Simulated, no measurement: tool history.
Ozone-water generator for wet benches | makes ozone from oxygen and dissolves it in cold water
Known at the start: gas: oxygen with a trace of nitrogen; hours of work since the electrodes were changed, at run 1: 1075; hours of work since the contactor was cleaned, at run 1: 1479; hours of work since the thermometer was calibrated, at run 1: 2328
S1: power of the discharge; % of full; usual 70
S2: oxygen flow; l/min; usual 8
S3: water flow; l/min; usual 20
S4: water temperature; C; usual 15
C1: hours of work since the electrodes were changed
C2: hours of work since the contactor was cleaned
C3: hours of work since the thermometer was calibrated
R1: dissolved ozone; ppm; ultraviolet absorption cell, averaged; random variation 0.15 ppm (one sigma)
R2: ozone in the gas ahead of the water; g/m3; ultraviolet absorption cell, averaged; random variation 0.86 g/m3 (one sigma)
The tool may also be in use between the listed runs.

{"run": 1, "day": 0.0, "S1": 70, "S2": 8, "S3": 20, "S4": 15, "C1": 1075, "C2": 1479, "C3": 2328, "R1": 18.4, "R2": 133.9}
{"run": 2, "day": 1.033, "S1": 70, "S2": 8, "S3": 20, "S4": 15, "C1": 1096, "C2": 1501, "C3": 2350, "R1": 18.4, "R2": 134.3}
{"run": 3, "day": 2.025, "S1": 70, "S2": 8, "S3": 20, "S4": 15, "C1": 1117, "C2": 1522, "C3": 2371, "R1": 18.5, "R2": 132.7}
{"run": 4, "day": 3.338, "S1": 70, "S2": 8, "S3": 20, "S4": 15, "C1": 1145, "C2": 1549, "C3": 2398, "R1": 18.6, "R2": 131.9}
{"run": 5, "day": 4.633, "S1": 70, "S2": 8, "S3": 20, "S4": 15, "C1": 1172, "C2": 1576, "C3": 2425, "R1": 18.4, "R2": 133.5}
{"run": 6, "day": 5.421, "S1": 54, "S2": 8, "S3": 20, "S4": 15, "C1": 1188, "C2": 1593, "C3": 2442, "R1": 14.8, "R2": 105.6}
{"run": 7, "day": 6.679, "S1": 54, "S2": 8, "S3": 20, "S4": 21, "C1": 1215, "C2": 1619, "C3": 2468, "R1": 13.2, "R2": 105.8}
{"run": 8, "day": 7.712, "S1": 54, "S2": 8, "S3": 20, "S4": 21, "C1": 1237, "C2": 1641, "C3": 2490, "R1": 13.2, "R2": 106.5}
{"run": 9, "day": 8.567, "S1": 54, "S2": 6.62, "S3": 20, "S4": 21, "C1": 1254, "C2": 1659, "C3": 2508, "R1": 13.5, "R2": 117}
{"run": 10, "day": 9.312, "S1": 54, "S2": 6.62, "S3": 20, "S4": 21, "C1": 1270, "C2": 1674, "C3": 2524, "R1": 13.3, "R2": 117.9}
{"run": 11, "day": 10.396, "S1": 70, "S2": 8, "S3": 20, "S4": 15, "C1": 1293, "C2": 1697, "C3": 2546, "R1": 18, "R2": 134.3}
{"run": 12, "day": 11.288, "S1": 70, "S2": 8, "S3": 20, "S4": 15, "C1": 1311, "C2": 1716, "C3": 2565, "R1": 18.2, "R2": 131.9}
{"run": 13, "day": 12.412, "S1": 70, "S2": 8, "S3": 20, "S4": 15, "C1": 1335, "C2": 1740, "C3": 2589, "R1": 18.3, "R2": 131.7}
{"run": 14, "day": 13.033, "S1": 70, "S2": 13.58, "S3": 20, "S4": 15, "C1": 1348, "C2": 1753, "C3": 2602, "R1": 17.1, "R2": 99.1}
{"run": 15, "day": 14.104, "S1": 70, "S2": 13.58, "S3": 20, "S4": 15, "C1": 1371, "C2": 1775, "C3": 2624, "R1": 17, "R2": 99.4}
{"run": 16, "day": 15.546, "S1": 70, "S2": 13.58, "S3": 20, "S4": 15, "C1": 1401, "C2": 1805, "C3": 2655, "R1": 16.9, "R2": 99.5}
{"run": 17, "day": 16.908, "S1": 84, "S2": 8.62, "S3": 20, "S4": 15, "C1": 1429, "C2": 1834, "C3": 2683, "R1": 21, "R2": 147.7}
{"run": 18, "day": 17.688, "S1": 72, "S2": 8.62, "S3": 20, "S4": 21, "C1": 1446, "C2": 1850, "C3": 2699, "R1": 16.4, "R2": 129.8}
{"run": 19, "day": 18.888, "S1": 72, "S2": 5.78, "S3": 12, "S4": 21, "C1": 1471, "C2": 1875, "C3": 2725, "R1": 23.7, "R2": 160.3}
{"run": 20, "day": 19.771, "S1": 70, "S2": 8, "S3": 20, "S4": 13, "C1": 1489, "C2": 1894, "C3": 2743, "R1": 18.9, "R2": 130.4}
{"run": 21, "day": 20.388, "S1": 70, "S2": 8, "S3": 20, "S4": 13, "C1": 1502, "C2": 1907, "C3": 2756, "R1": 18.3, "R2": 131.4}
{"run": 22, "day": 21.292, "S1": 46, "S2": 6.16, "S3": 13, "S4": 14, "C1": 1521, "C2": 1926, "C3": 2775, "R1": 18, "R2": 106.9}
{"run": 23, "day": 22.633, "S1": 56, "S2": 13.18, "S3": 29, "S4": 15, "C1": 1550, "C2": 1954, "C3": 2803, "R1": 10.9, "R2": 81.7}
{"run": 24, "day": 23.642, "S1": 99, "S2": 13.18, "S3": 14, "S4": 15, "C1": 1571, "C2": 1975, "C3": 2824, "R1": 27.1, "R2": 133.7}
{"run": 25, "day": 24.929, "S1": 59, "S2": 6.61, "S3": 15, "S4": 14, "C1": 1598, "C2": 2002, "C3": 2851, "R1": 19.6, "R2": 125.6}
{"run": 26, "day": 26.171, "S1": 59, "S2": 6.61, "S3": 15, "S4": 14, "C1": 1624, "C2": 2028, "C3": 2877, "R1": 19.7, "R2": 125.6}
{"run": 27, "day": 26.842, "S1": 70, "S2": 4.67, "S3": 20, "S4": 10, "C1": 1638, "C2": 2042, "C3": 2891, "R1": 19.3, "R2": 173.4}
{"run": 28, "day": 27.496, "S1": 83, "S2": 4.67, "S3": 20, "S4": 10, "C1": 1652, "C2": 2056, "C3": 2905, "R1": 21.6, "R2": 199.9}
{"run": 29, "day": 28.833, "S1": 70, "S2": 8, "S3": 17, "S4": 15, "C1": 1680, "C2": 2084, "C3": 2933, "R1": 20.1, "R2": 130.5}
{"day": 29.467, "done": "water thermometer calibrated"}
{"run": 30, "day": 30.025, "S1": 70, "S2": 8, "S3": 17, "S4": 15, "C1": 1704, "C2": 2109, "C3": 12, "R1": 19.8, "R2": 129.9}
{"run": 31, "day": 30.662, "S1": 57, "S2": 8, "S3": 20, "S4": 15, "C1": 1718, "C2": 2122, "C3": 25, "R1": 15.2, "R2": 109.6}
{"run": 32, "day": 31.358, "S1": 46, "S2": 8, "S3": 20, "S4": 21, "C1": 1732, "C2": 2137, "C3": 40, "R1": 11.3, "R2": 90.8}

Measured less the same run without the tool's hidden state. The same run-to-run variation is in both; the gauge's scatter may not be:
The hidden state here: yield of the discharge, % of new electrodes'; contactor's efficiency, % of a clean one's; true water temperature over the reading, C; drift of the gauge itself on ozone_ppm, %; drift of the gauge itself on gas_g_m3, %.
run=1 R1=-1.2 R2=-6.5
run=2 R1=-1.2 R2=-6.7
run=3 R1=-1.2 R2=-6.7
run=4 R1=-1.2 R2=-7
run=5 R1=-1.2 R2=-7.2
run=6 R1=-0.8 R2=-4.5
run=7 R1=-0.8 R2=-4.6
run=8 R1=-0.8 R2=-4.7
run=9 R1=-0.8 R2=-5.2
run=10 R1=-0.8 R2=-5.4
run=11 R1=-1.4 R2=-8
run=12 R1=-1.4 R2=-8
run=13 R1=-1.4 R2=-8.1
run=14 R1=-1.4 R2=-6.2
run=15 R1=-1.4 R2=-6.3
run=16 R1=-1.4 R2=-6.5
run=17 R1=-2 R2=-11.5
run=18 R1=-1.5 R2=-8.9
run=19 R1=-2.1 R2=-11.3
run=20 R1=-1.6 R2=-9.1
run=21 R1=-1.7 R2=-9.3
run=22 R1=-1 R2=-4.7
run=23 R1=-0.9 R2=-4.8
run=24 R1=-3.1 R2=-12.9
run=25 R1=-1.6 R2=-8.1
run=26 R1=-1.6 R2=-8.1
run=27 R1=-1.8 R2=-13.5
run=28 R1=-2.4 R2=-18
run=29 R1=-2 R2=-10.3
run=30 R1=-1.9 R2=-10.6
run=31 R1=-1.2 R2=-7.3
run=32 R1=-0.8 R2=-4.8
